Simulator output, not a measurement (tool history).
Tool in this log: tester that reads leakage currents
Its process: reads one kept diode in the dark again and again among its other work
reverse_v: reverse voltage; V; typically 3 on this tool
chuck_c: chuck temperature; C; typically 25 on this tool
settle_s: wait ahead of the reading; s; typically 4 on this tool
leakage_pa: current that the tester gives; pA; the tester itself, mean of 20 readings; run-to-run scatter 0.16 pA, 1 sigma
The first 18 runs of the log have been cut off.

run	hour	reverse_v	chuck_c	settle_s	hours of work since the probe card was cleaned	hours of work since the tester was calibrated	hours of work since the chuck was calibrated	leakage_pa
19	1605.4	3	25	4	300	1962	752	49.84
# hour 1616.2: tester calibrated
20	1707.4	3	50	4	364	59	817	387.56
21	1815.8	4.1	25	0.64	434	129	887	62.02
22	1950.3	4.1	25	0.64	521	216	974	61.86
23	2067.5	2.61	25	1.07	597	292	1050	47.01
24	2168	2.61	25	1.07	662	357	1115	47.33
25	2302.2	4.36	49	7.81	749	444	1202	436.73
# hour 2310.2: tester calibrated, once more
26	2383.7	3	53	7.97	800	48	1253	470.02
27	2509.3	1.45	54	3.1	882	129	1334	335.78
28	2601.8	1.06	25	1.52	941	189	1394	27.58
29	2662	1.06	25	1.52	980	228	1433	27.6
# hour 2685: chuck's temperature calibrated
30	2732.4	3.41	25	1.52	1025	272	31	57.63
31	2832.1	3.41	25	1.52	1089	336	95	57.48
32	2927.6	12.67	25	1.02	1151	398	157	127.6
# hour 2976.2: probe card cleaned and baked
33	3044.9	4.52	28	4	44	472	231	82.25
34	3130.7	4.52	20	8.63	100	527	286	40.6
35	3259.9	1.02	36	8.63	183	611	370	70.11
36	3380	8.71	35	7.83	261	689	447	212.79

Run 37 has not been measured yet. What should we expect?
37	3457.9	11.06	48	4	311	739	498	?

{"run 37": {"leakage_pa": 688.14}}
With the hidden condition absent and the run-to-run variation left alone, this run would have shown leakage_pa 689.12 pA.
